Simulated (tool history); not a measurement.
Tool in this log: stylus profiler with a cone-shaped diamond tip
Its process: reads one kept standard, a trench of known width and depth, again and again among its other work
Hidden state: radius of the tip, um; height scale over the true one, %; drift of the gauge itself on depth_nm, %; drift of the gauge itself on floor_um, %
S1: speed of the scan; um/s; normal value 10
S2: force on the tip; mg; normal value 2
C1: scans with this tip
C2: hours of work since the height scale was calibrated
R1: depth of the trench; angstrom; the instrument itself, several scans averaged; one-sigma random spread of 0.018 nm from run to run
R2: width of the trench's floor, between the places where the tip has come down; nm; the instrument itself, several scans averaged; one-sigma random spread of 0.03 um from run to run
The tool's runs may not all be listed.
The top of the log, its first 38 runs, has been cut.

| run | hour | S1 | S2 | C1 | C2 | R1 | R2 |
|---|---|---|---|---|---|---|---|
| 39 | 1433.1 | 2 | 2.18 | 20547 | 586 | 2010.5 | 25170 |
| 40 | 1484.8 | 2 | 2.18 | 20862 | 610 | 2010.4 | 25180 |
| 41 | 1511.9 | 4 | 2.6 | 21026 | 622 | 2011.7 | 25140 |
| 42 | 1560.8 | 4 | 2.6 | 21323 | 645 | 2011.7 | 25090 |
| 43 | 1607.8 | 7 | 0.99 | 21609 | 666 | 2006.6 | 25060 |
| 44 | 1642.9 | 7 | 0.99 | 21822 | 683 | 2006.5 | 25080 |
| 45 | 1686.4 | 19 | 0.99 | 22087 | 703 | 2006.6 | 25030 |
| 46 | 1724.6 | 31 | 1.81 | 22319 | 720 | 2009.8 | 24970 |

What if the next run were any one of these 3? Each begins from the tool's condition after run 46:
| A | 1779.3 | 27 | 3.02 | 22651 | 745 | ? | ? |
| B | 1779.3 | 2 | 0.85 | 22651 | 745 | ? | ? |
| C | 1779.3 | 31 | 0.79 | 22651 | 745 | ? | ? |

| run | R1 | R2 |
|---|---|---|
| A | 2013.4 | 24910 |
| B | 2006.3 | 25070 |
| C | 2006.1 | 24840 |
Take away the tool's hidden state, keep each run's random variation, and the runs would have read:
| run | R1 | R2 |
|---|---|---|
| A | 2012.6 | 27060 |
| B | 2005.4 | 27220 |
| C | 2005.2 | 26990 |
